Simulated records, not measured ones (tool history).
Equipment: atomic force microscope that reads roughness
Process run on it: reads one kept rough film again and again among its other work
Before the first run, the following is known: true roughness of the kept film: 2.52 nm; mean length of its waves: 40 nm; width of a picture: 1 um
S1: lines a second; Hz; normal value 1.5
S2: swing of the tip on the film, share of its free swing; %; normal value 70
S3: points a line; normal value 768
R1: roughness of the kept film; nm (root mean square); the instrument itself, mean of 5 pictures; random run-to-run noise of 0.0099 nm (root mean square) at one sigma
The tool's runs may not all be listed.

Run 1, hour 0: usual settings. Result: R1 2.147 nm (root mean square).
Run 2, hour 31.5: usual settings. Result: R1 2.11 nm (root mean square).
At hour 43.6: new tip fitted.
Run 3, hour 78.8: usual settings. Result: R1 2.221 nm (root mean square).
Run 4, hour 135.5: usual settings but S3 411. Result: R1 2.193 nm (root mean square).
Run 5, hour 161.6: usual settings but S3 300. Result: R1 2.192 nm (root mean square).
Run 6, hour 186.6: usual settings but S3 300. Result: R1 2.171 nm (root mean square).
Run 7, hour 237.7: usual settings but S3 574. Result: R1 2.157 nm (root mean square).
Run 8, hour 296.2: usual settings but S3 706. Result: R1 2.143 nm (root mean square).
Run 9, hour 346.6: usual settings but S1 0.5 Hz. Result: R1 2.239 nm (root mean square).
Run 10, hour 389.2: usual settings but S3 324. Result: R1 2.112 nm (root mean square).
Run 11, hour 431.8: usual settings but S3 324. Result: R1 2.093 nm (root mean square).
At hour 464.7: new tip fitted.
Run 12, hour 487.3: usual settings but S3 324. Result: R1 2.214 nm (root mean square).
Run 13, hour 535: usual settings but S3 544. Result: R1 2.226 nm (root mean square).
Run 14, hour 590.7: usual settings but S3 285. Result: R1 2.184 nm (root mean square).
Run 15, hour 629.3: usual settings but S2 61 %, S3 285. Result: R1 2.229 nm (root mean square).
Run 16, hour 665.8: usual settings but S1 0.68 Hz. Result: R1 2.252 nm (root mean square).
Run 17, hour 708.3: usual settings but S1 0.68 Hz. Result: R1 2.227 nm (root mean square).
Run 18, hour 744.7: usual settings but S1 0.68 Hz. Result: R1 2.214 nm (root mean square).
Run 19, hour 791.6: usual settings but S1 0.68 Hz. Result: R1 2.201 nm (root mean square).
Run 20, hour 823.6: usual settings. Result: R1 2.125 nm (root mean square).
Run 21, hour 854.4: usual settings. Result: R1 2.09 nm (root mean square).
Run 22, hour 882.4: usual settings but S1 2.82 Hz. Result: R1 1.986 nm (root mean square).
At hour 887.7: new tip fitted.
Run 23, hour 920.1: usual settings but S1 2.82 Hz. Result: R1 2.085 nm (root mean square).
Run 24, hour 949.4: usual settings. Result: R1 2.205 nm (root mean square).
Run 25, hour 986.1: usual settings. Result: R1 2.208 nm (root mean square).
Run 26, hour 1015.5: usual settings. Result: R1 2.205 nm (root mean square).
Run 27, hour 1066: usual settings. Result: R1 2.183 nm (root mean square).
Run 28, hour 1099.3: usual settings but S1 1.87 Hz, S2 80 %, S3 574. Result: R1 2.033 nm (root mean square).
Run 29, hour 1146.6: usual settings but S1 1.87 Hz, S2 80 %, S3 574. Result: R1 1.994 nm (root mean square).
Run 30, hour 1194.5: usual settings but S1 0.67 Hz, S2 80 %, S3 292. Result: R1 2.165 nm (root mean square).
Run 31, hour 1234.3: usual settings but S1 0.5 Hz, S2 57 %, S3 459. Result: R1 2.25 nm (root mean square).
At hour 1239.4: height scale calibrated on a step standard.
Run 32, hour 1287.8: usual settings but S1 1.54 Hz, S2 67 %. Result: R1 2.086 nm (root mean square).
At hour 1308.9: new tip fitted.
Run 33, hour 1331.1: usual settings but S1 0.58 Hz, S2 80 %, S3 983. Result: R1 2.233 nm (root mean square).
Run 34, hour 1378.4: usual settings but S1 0.58 Hz, S2 80 %, S3 983. Result: R1 2.225 nm (root mean square).
Run 35, hour 1412: usual settings but S1 0.58 Hz, S2 80 %, S3 983. Result: R1 2.208 nm (root mean square).
Run 36, hour 1442.1: usual settings but S1 0.58 Hz, S2 76 %, S3 433. Result: R1 2.223 nm (root mean square).
Run 37, hour 1498.3: usual settings but S1 0.58 Hz, S2 76 %, S3 433. Result: R1 2.202 nm (root mean square).
Run 38, hour 1549.8: usual settings but S1 0.58 Hz, S2 76 %, S3 433. Result: R1 2.195 nm (root mean square).
At hour 1575: height scale calibrated on a step standard, once more.
Run 39, hour 1603.3: usual settings but S1 0.58 Hz, S2 76 %, S3 433. Result: R1 2.224 nm (root mean square).
Run 40, hour 1644.1: usual settings but S1 1.15 Hz, S2 75 %, S3 868. Result: R1 2.153 nm (root mean square).
Run 41, hour 1684.7: usual settings but S1 1.15 Hz, S2 73 %, S3 897. Result: R1 2.167 nm (root mean square).
Run 42, hour 1718.5: usual settings but S1 0.74 Hz, S3 741. Result: R1 2.192 nm (root mean square).
At hour 1732.1: new tip fitted.
Run 43, hour 1762.5: usual settings but S1 0.74 Hz, S3 741. Result: R1 2.346 nm (root mean square).
Run 44, hour 1812.8: usual settings but S3 751. Result: R1 2.258 nm (root mean square).
Run 45, hour 1852: usual settings but S1 1.31 Hz, S3 751. Result: R1 2.25 nm (root mean square).
Run 46, hour 1902.5: usual settings but S1 1.31 Hz, S3 751. Result: R1 2.221 nm (root mean square).
Run 47, hour 1960.5: usual settings but S1 1.18 Hz, S2 76 %, S3 665. Result: R1 2.175 nm (root mean square).
Run 48, hour 1996.3: usual settings but S1 1.24 Hz, S3 901. Result: R1 2.202 nm (root mean square).
Run 49, hour 2025.8: usual settings but S1 1.24 Hz, S3 901. Result: R1 2.219 nm (root mean square).
Run 50, hour 2063.1: usual settings. Result: R1 2.151 nm (root mean square).
Run 51, hour 2105.1: usual settings. Result: R1 2.131 nm (root mean square).

How would selected steps in R1 from run to run divide? Give the signed amount a tool lacking its hidden state would still show from settings, what came in and random variation, and the signed amount left for the hidden state, including any gauge scatter that is not in both of the compared results.
Hidden state at play: radius of the tip, nm; height scale over the true one, %; drift of the gauge itself on roughness_nm, %.
Run 11 -> 12: new tip fitted. R1 +0.121 nm (root mean square): hidden state +0.12, all else +0.001.
Run 22 -> 23: new tip fitted. R1 +0.099 nm (root mean square): hidden state +0.123, all else -0.024.
Run 29 -> 30: S1 1.87 -> 0.67, S3 574 -> 292. R1 +0.171 nm (root mean square): hidden state -0.028, all else +0.199.
Run 31 -> 32: S1 0.5 -> 1.54, S2 57 -> 67, S3 459 -> 768, height scale calibrated on a step standard. R1 -0.164 nm (root mean square): hidden state -0.036, all else -0.128.
Run 42 -> 43: new tip fitted. R1 +0.154 nm (root mean square): hidden state +0.126, all else +0.028.
